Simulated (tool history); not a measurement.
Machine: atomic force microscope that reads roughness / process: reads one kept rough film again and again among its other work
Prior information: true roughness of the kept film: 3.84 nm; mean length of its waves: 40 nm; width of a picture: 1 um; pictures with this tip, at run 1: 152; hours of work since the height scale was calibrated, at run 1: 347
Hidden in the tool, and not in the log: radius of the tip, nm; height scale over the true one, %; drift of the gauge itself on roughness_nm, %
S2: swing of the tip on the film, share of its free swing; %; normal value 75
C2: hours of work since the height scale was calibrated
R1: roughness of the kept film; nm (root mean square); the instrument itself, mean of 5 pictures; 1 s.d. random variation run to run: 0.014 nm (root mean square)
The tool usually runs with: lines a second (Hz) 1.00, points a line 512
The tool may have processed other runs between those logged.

Run 1, day 0.000: usual settings; pictures with this tip 152; C2 347. Result: R1 3.032 nm (root mean square).
Run 2, day 0.567: usual settings; pictures with this tip 172; C2 357. Result: R1 3.012 nm (root mean square).
Run 3, day 0.983: usual settings; pictures with this tip 187; C2 365. Result: R1 2.971 nm (root mean square).
Run 4, day 1.500: usual settings; pictures with this tip 205; C2 374. Result: R1 2.945 nm (root mean square).
Run 5, day 1.812: usual settings; pictures with this tip 216; C2 380. Result: R1 2.932 nm (root mean square).
Run 6, day 2.396: usual settings; pictures with this tip 237; C2 391. Result: R1 2.900 nm (root mean square).
Run 7, day 2.971: usual settings; pictures with this tip 257; C2 401. Result: R1 2.866 nm (root mean square).
Run 8, day 3.450: usual settings; pictures with this tip 274; C2 410. Result: R1 2.841 nm (root mean square).
Run 9, day 3.938: usual settings; pictures with this tip 292; C2 419. Result: R1 2.811 nm (root mean square).
Run 10, day 4.596: usual settings but lines a second (Hz) 1.30; pictures with this tip 315; C2 431. Result: R1 2.715 nm (root mean square).
At day 5.038: new tip fitted.
Run 11, day 5.208: usual settings but points a line 422; pictures with this tip 6; C2 442. Result: R1 3.292 nm (root mean square).
Run 12, day 5.546: usual settings but S2 76 %; pictures with this tip 18; C2 448. Result: R1 3.253 nm (root mean square).
Run 13, day 6.183: usual settings but S2 76 %; pictures with this tip 41; C2 459. Result: R1 3.227 nm (root mean square).
Run 14, day 6.862: usual settings but S2 76 %; pictures with this tip 65; C2 472. Result: R1 3.179 nm (root mean square).
Run 15, day 7.492: usual settings but S2 76 %; pictures with this tip 87; C2 483. Result: R1 3.114 nm (root mean square).
At day 7.596: height scale calibrated on a step standard.
Run 16, day 8.150: usual settings but S2 76 %; pictures with this tip 109; C2 10. Result: R1 3.116 nm (root mean square).
Run 17, day 8.483: usual settings but S2 76 %; pictures with this tip 121; C2 16. Result: R1 3.067 nm (root mean square).
Run 18, day 9.133: usual settings but S2 76 %; pictures with this tip 144; C2 28. Result: R1 3.056 nm (root mean square).
Run 19, day 9.471: usual settings but lines a second (Hz) 0.51, S2 55 %; pictures with this tip 156; C2 34. Result: R1 3.262 nm (root mean square).
Run 20, day 9.958: usual settings but lines a second (Hz) 1.11, S2 67 %, points a line 679; pictures with this tip 174; C2 43. Result: R1 3.088 nm (root mean square).
Run 21, day 10.600: usual settings but lines a second (Hz) 0.54, S2 66 %, points a line 703; pictures with this tip 196; C2 55. Result: R1 3.154 nm (root mean square).
At day 10.867: height scale calibrated on a step standard, once more.
Run 22, day 11.162: usual settings but lines a second (Hz) 0.54, S2 66 %, points a line 703; pictures with this tip 215; C2 5. Result: R1 3.093 nm (root mean square).
Run 23, day 11.862: usual settings but lines a second (Hz) 0.54, S2 66 %, points a line 703; pictures with this tip 240; C2 18. Result: R1 3.056 nm (root mean square).
Run 24, day 12.221: usual settings but S2 69 %, points a line 279; pictures with this tip 253; C2 25. Result: R1 2.924 nm (root mean square).
Run 25, day 12.800: usual settings but lines a second (Hz) 1.38; pictures with this tip 273; C2 35. Result: R1 2.753 nm (root mean square).
Run 26, day 13.146: usual settings but lines a second (Hz) 0.70, S2 59 %; pictures with this tip 285; C2 42. Result: R1 2.997 nm (root mean square).
Run 27, day 13.688: usual settings but lines a second (Hz) 3.77, S2 67 %; pictures with this tip 305; C2 51. Result: R1 2.500 nm (root mean square).
Run 28, day 14.017: usual settings but lines a second (Hz) 3.77, S2 67 %; pictures with this tip 316; C2 57. Result: R1 2.502 nm (root mean square).
At day 14.417: new tip fitted.
Run 29, day 14.667: usual settings but lines a second (Hz) 2.41, S2 85 %; pictures with this tip 9; C2 69. Result: R1 2.659 nm (root mean square).
Run 30, day 15.179: usual settings but lines a second (Hz) 0.85, S2 87 %, points a line 296; pictures with this tip 27; C2 78. Result: R1 3.085 nm (root mean square).
Run 31, day 15.483: usual settings but lines a second (Hz) 3.61, S2 71 %; pictures with this tip 38; C2 84. Result: R1 2.827 nm (root mean square).
Run 32, day 16.204: usual settings but lines a second (Hz) 3.61, S2 71 %; pictures with this tip 63; C2 97. Result: R1 2.751 nm (root mean square).
Run 33, day 16.925: usual settings but S2 66 %; pictures with this tip 89; C2 110. Result: R1 3.247 nm (root mean square).

What differs in the tool's unlogged condition from the final listed run ahead of each entry between runs to the first listed run following it?
From run 10 to run 11: new tip fitted (day 5.038)
  radius of the tip, nm: 28.9 -> 7.5
  what was measured, less what the result would be without the hidden state, R1: -0.520 -> -0.005 nm (root mean square)
From run 15 to run 16: height scale calibrated on a step standard (day 7.596)
  radius of the tip, nm: 13 -> 14.4; height scale over the true one, %: 0.31 -> 0.44
  what was measured, less what the result would be without the hidden state, R1: -0.157 -> -0.191 nm (root mean square)
From run 21 to run 22: height scale calibrated on a step standard, once more (day 10.867)
  radius of the tip, nm: 20.4 -> 21.8; height scale over the true one, %: 0.47 -> 0.08
  what was measured, less what the result would be without the hidden state, R1: -0.360 -> -0.405 nm (root mean square)
From run 28 to run 29: new tip fitted (day 14.417)
  radius of the tip, nm: 28.9 -> 7.7; height scale over the true one, %: 0.11 -> 0.12
  what was measured, less what the result would be without the hidden state, R1: -0.484 -> -0.015 nm (root mean square)
